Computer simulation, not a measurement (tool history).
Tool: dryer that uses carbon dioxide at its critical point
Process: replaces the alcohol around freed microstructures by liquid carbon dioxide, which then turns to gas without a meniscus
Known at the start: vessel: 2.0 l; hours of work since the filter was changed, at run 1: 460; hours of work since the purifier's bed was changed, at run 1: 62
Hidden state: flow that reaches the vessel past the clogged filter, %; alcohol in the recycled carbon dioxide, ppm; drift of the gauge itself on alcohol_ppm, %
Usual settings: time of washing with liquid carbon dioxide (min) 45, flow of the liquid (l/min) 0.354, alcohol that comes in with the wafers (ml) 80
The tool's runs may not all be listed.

run   hour  time of washing with liquid carbon dioxide (min)  flow of the liquid (l/min)  alcohol that comes in with the wafers (ml)  hours of work since the filter was changed  hours of work since the purifier's bed was changed  alcohol left in the vessel before it's heated (ppm by volume)
  1      0                                                45                       0.354                                          80                                         460                                                  62                                                            107
  2    6.4                                                45                       0.354                                          80                                         463                                                  65                                                            112
  3   19.8                                                45                       0.354                                          80                                         470                                                  72                                                            105
  4   31.2                                                45                        0.29                                          80                                         475                                                  77                                                            304
  5   44.7                                                45                       0.383                                          80                                         482                                                  84                                                             90
  6   57.2                                                45                       0.383                                          80                                         488                                                  90                                                             81
  7   65.5                                                45                       0.383                                          80                                         492                                                  94                                                             93
  8   73.4                                                45                       0.354                                          80                                         496                                                  98                                                            124
  9   82.5                                                45                       0.354                                          80                                         501                                                 103                                                            123
 10     90                                                45                       0.354                                          80                                         505                                                 107                                                            122
 11  103.4                                                45                       0.354                                          80                                         511                                                 113                                                            135
 12  109.3                                                45                       0.354                                          80                                         514                                                 116                                                            130
 13  119.2                                                58                       0.354                                          80                                         519                                                 121                                                             49
     126.7  -- inlet filter changed
 14  130.6                                                58                       0.354                                          80                                           2                                                 127                                                             32
 15  143.4                                                45                       0.354                                          80                                           8                                                 133                                                             61
 16  153.6                                                45                       0.354                                          80                                          13                                                 138                                                             62
 17  161.1                                                45                       0.354                                          80                                          17                                                 142                                                             62
 18  167.3                                                45                       0.354                                          80                                          20                                                 145                                                             60
 19  181.7                                                45                       0.354                                          80                                          27                                                 152                                                             60
 20  192.4                                                45                       0.354                                          80                                          33                                                 157                                                             76
 21  204.9                                                45                       0.354                                          80                                          39                                                 164                                                             70
 22  211.6                                                45                       0.354                                          80                                          42                                                 167                                                             81
 23  219.6                                                45                       0.354                                          80                                          46                                                 171                                                             72
 24  229.7                                                45                       0.354                                          80                                          52                                                 176                                                             84
 25  240.6                                                45                       0.354                                          80                                          57                                                 181                                                             75
 26  246.5                                                46                       0.354                                          43                                          60                                                 184                                                             63
 27  255.6                                                55                       0.228                                          37                                          64                                                 189                                                            118
 28  269.4                                                31                       0.336                                          80                                          71                                                 196                                                            427
 29  283.7                                                31                       0.336                                          80                                          78                                                 203                                                            434
 30  290.7                                                31                       0.336                                          80                                          82                                                 207                                                            450
 31  300.6                                                33                       0.354                                          50                                          87                                                 212                                                            194
 32  309.8                                                33                       0.354                                          50                                          92                                                 216                                                            185
 33  317.5                                                45                       0.217                                          80                                          95                                                 220                                                            648
 34    324                                                45                       0.241                                          80                                          99                                                 223                                                            421
 35  337.2                                                65                       0.411                                          62                                         105                                                 230                                                             48
 36  351.5                                                50                       0.436                                          62                                         112                                                 237                                                             56
 37  360.3                                                50                       0.436                                          62                                         117                                                 241                                                             61
 38  374.5                                                50                       0.436                                          62                                         124                                                 248                                                             57
 39  385.3                                                42                       0.294                                          34                                         129                                                 254                                                            151
 40  398.5                                                42                       0.294                                          34                                         136                                                 260                                                            143
 41  406.8                                                42                       0.294                                          34                                         140                                                 265                                                            147
 42  420.1                                                42                       0.487                                          34                                         147                                                 271                                                             65
 43  430.8                                                44                       0.242                                          21                                         152                                                 277                                                            184
 44  442.1                                                44                       0.242                                          21                                         158                                                 282                                                            168
 45  452.1                                                54                       0.268                                          87                                         163                                                 287                                                            152
 46  460.2                                                45                       0.354                                          51                                         167                                                 291                                                             95

Hidden state at the last listed run before each entry between runs and at the first one after, where it differs:
Between runs 13 and 14: inlet filter changed (hour 126.7)
  flow that reaches the vessel past the clogged filter, %: 81.9 -> 99.9; alcohol in the recycled carbon dioxide, ppm: 31.8 -> 32.9
  measured less the result without the state, alcohol left in the vessel before it's heated (ppm by volume): +41 -> +27
